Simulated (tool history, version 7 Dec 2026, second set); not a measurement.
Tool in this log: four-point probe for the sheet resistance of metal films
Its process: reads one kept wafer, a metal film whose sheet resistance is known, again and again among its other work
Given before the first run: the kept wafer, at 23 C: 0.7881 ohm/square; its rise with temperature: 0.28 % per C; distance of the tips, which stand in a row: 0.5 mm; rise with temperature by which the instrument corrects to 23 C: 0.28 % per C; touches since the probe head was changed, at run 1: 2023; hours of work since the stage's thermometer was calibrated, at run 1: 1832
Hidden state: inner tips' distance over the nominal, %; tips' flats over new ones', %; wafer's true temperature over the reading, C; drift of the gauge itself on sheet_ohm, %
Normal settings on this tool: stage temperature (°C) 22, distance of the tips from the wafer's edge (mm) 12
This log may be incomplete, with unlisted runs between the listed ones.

run	hour	stage temperature (°C)	distance of the tips from the wafer's edge (mm)	touches since the probe head was changed	hours of work since the stage's thermometer was calibrated	sheet resistance as the instrument gives it (ohm/square)
1	0	22	12	2023	1832	0.789658
2	40.6	19	12	2379	1849	0.790044
3	79.9	20	12	2723	1865	0.790088
# hour 100.9: stage's thermometer calibrated
4	106.4	22	12	2951	2	0.789028
5	125.8	22	12	3121	10	0.789221
6	161.5	22	12	3434	25	0.789182
7	182	22	12	3614	33	0.789465
8	219.3	22	12	3940	49	0.789074

Forecast run 9:
9	253.1	22	48	4237	63	?

Run 9 gave sheet resistance as the instrument gives it (ohm/square) 0.789034.
With no hidden state in the tool, this same run would have given sheet resistance as the instrument gives it (ohm/square) 0.788736.

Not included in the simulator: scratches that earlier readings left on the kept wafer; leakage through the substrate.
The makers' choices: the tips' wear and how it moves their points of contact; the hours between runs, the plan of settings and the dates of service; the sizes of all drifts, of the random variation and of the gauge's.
